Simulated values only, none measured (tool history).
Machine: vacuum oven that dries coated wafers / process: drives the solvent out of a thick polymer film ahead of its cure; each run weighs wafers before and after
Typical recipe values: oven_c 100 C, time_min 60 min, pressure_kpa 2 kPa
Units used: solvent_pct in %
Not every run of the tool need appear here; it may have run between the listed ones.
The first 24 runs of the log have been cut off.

{"run": 25, "hour": 203.5, "oven_c": 90, "time_min": 60, "pressure_kpa": 4.44, "solvent_pct": 3.62}
{"run": 26, "hour": 212.0, "oven_c": 110, "time_min": 60, "pressure_kpa": 2, "solvent_pct": 0.35}
{"run": 27, "hour": 221.3, "oven_c": 99, "time_min": 36, "pressure_kpa": 3.77, "solvent_pct": 2.55}
{"run": 28, "hour": 226.6, "oven_c": 85, "time_min": 34, "pressure_kpa": 3.17, "solvent_pct": 6.78}
{"run": 29, "hour": 231.7, "oven_c": 97, "time_min": 102, "pressure_kpa": 2, "solvent_pct": 0.59}
{"run": 30, "hour": 237.7, "oven_c": 90, "time_min": 102, "pressure_kpa": 1.52, "solvent_pct": 1.24}
{"run": 31, "hour": 248.3, "oven_c": 90, "time_min": 102, "pressure_kpa": 1.52, "solvent_pct": 1.22}
{"run": 32, "hour": 253.6, "oven_c": 93, "time_min": 56, "pressure_kpa": 5.54, "solvent_pct": 3.24}
{"run": 33, "hour": 259.1, "oven_c": 93, "time_min": 38, "pressure_kpa": 2, "solvent_pct": 3.56}
{"run": 34, "hour": 269.3, "oven_c": 89, "time_min": 30, "pressure_kpa": 4.59, "solvent_pct": 6.42}
{"run": 35, "hour": 280.8, "oven_c": 91, "time_min": 35, "pressure_kpa": 5.5, "solvent_pct": 5.28}
{"run": 36, "hour": 289.6, "oven_c": 91, "time_min": 40, "pressure_kpa": 1.67, "solvent_pct": 3.85}
{"run": 37, "hour": 298.7, "oven_c": 91, "time_min": 40, "pressure_kpa": 1.67, "solvent_pct": 3.96}
{"run": 38, "hour": 307.8, "oven_c": 91, "time_min": 35, "pressure_kpa": 1.67, "solvent_pct": 4.5}
{"run": 39, "hour": 317.1, "oven_c": 91, "time_min": 60, "pressure_kpa": 2.9, "solvent_pct": 2.76}
{"run": 40, "hour": 329.1, "oven_c": 91, "time_min": 54, "pressure_kpa": 4.57, "solvent_pct": 3.65}
{"run": 41, "hour": 340.9, "oven_c": 100, "time_min": 35, "pressure_kpa": 2, "solvent_pct": 1.95}
{"run": 42, "hour": 348.4, "oven_c": 113, "time_min": 63, "pressure_kpa": 1.84, "solvent_pct": 0.28}

5 options for the next run, each taken on its own from the tool as it stands now. Forecast them:
{"run": "A", "hour": 354.2, "oven_c": 100, "time_min": 55, "pressure_kpa": 2, "solvent_pct": "?"}
{"run": "B", "hour": 354.2, "oven_c": 113, "time_min": 106, "pressure_kpa": 1.84, "solvent_pct": "?"}
{"run": "C", "hour": 354.2, "oven_c": 113, "time_min": 59, "pressure_kpa": 1.84, "solvent_pct": "?"}
{"run": "D", "hour": 354.2, "oven_c": 93, "time_min": 63, "pressure_kpa": 1.66, "solvent_pct": "?"}
{"run": "E", "hour": 354.2, "oven_c": 104, "time_min": 98, "pressure_kpa": 1.14, "solvent_pct": "?"}

run=A solvent_pct=0.92
run=B solvent_pct=0.21
run=C solvent_pct=0.27
run=D solvent_pct=1.77
run=E solvent_pct=0.2
Without the tool's unlogged condition, the same runs would have read:
run=A solvent_pct=0.9
run=B solvent_pct=0.21
run=C solvent_pct=0.27
run=D solvent_pct=1.74
run=E solvent_pct=0.2
